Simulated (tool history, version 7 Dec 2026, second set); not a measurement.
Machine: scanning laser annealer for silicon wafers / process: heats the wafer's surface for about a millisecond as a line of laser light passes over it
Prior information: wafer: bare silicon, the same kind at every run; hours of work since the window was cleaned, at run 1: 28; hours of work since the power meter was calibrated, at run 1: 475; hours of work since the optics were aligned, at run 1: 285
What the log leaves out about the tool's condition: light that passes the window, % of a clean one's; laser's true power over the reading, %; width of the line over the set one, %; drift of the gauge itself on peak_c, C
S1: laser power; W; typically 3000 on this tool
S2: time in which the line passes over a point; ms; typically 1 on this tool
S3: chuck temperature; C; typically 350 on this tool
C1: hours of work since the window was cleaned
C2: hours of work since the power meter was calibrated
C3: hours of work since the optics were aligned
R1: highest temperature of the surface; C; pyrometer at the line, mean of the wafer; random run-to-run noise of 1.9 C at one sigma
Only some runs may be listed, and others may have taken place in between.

Run 1, hour 0: usual settings; C1 28; C2 475; C3 285. Result: R1 1152 C.
Run 2, hour 8.7: usual settings; C1 35; C2 482; C3 292. Result: R1 1153 C.
Run 3, hour 25.2: usual settings; C1 48; C2 495; C3 305. Result: R1 1154 C.
Run 4, hour 35.2: usual settings; C1 56; C2 503; C3 313. Result: R1 1152 C.
Run 5, hour 44: usual settings; C1 63; C2 510; C3 320. Result: R1 1150 C.
Run 6, hour 55.4: usual settings; C1 72; C2 519; C3 329. Result: R1 1150 C.
Run 7, hour 73: usual settings but S1 3175 W, S2 1.2 ms, S3 352 C; C1 86; C2 532; C3 343. Result: R1 1302 C.
Run 8, hour 80.3: usual settings but S1 2750 W, S2 0.94 ms, S3 352 C; C1 91; C2 538; C3 348. Result: R1 1047 C.
Run 9, hour 89.2: usual settings but S1 2707 W, S2 0.7 ms; C1 98; C2 545; C3 355. Result: R1 928 C.

Run 10 comes next. What will it give?
Run 10, hour 98.3: usual settings but S1 2707 W, S2 0.7 ms; C1 106; C2 552; C3 363. Result: R1 ?.

{"run 10": {"R1": 927}}
With no hidden state in the tool, this same run would have given R1 943 C.
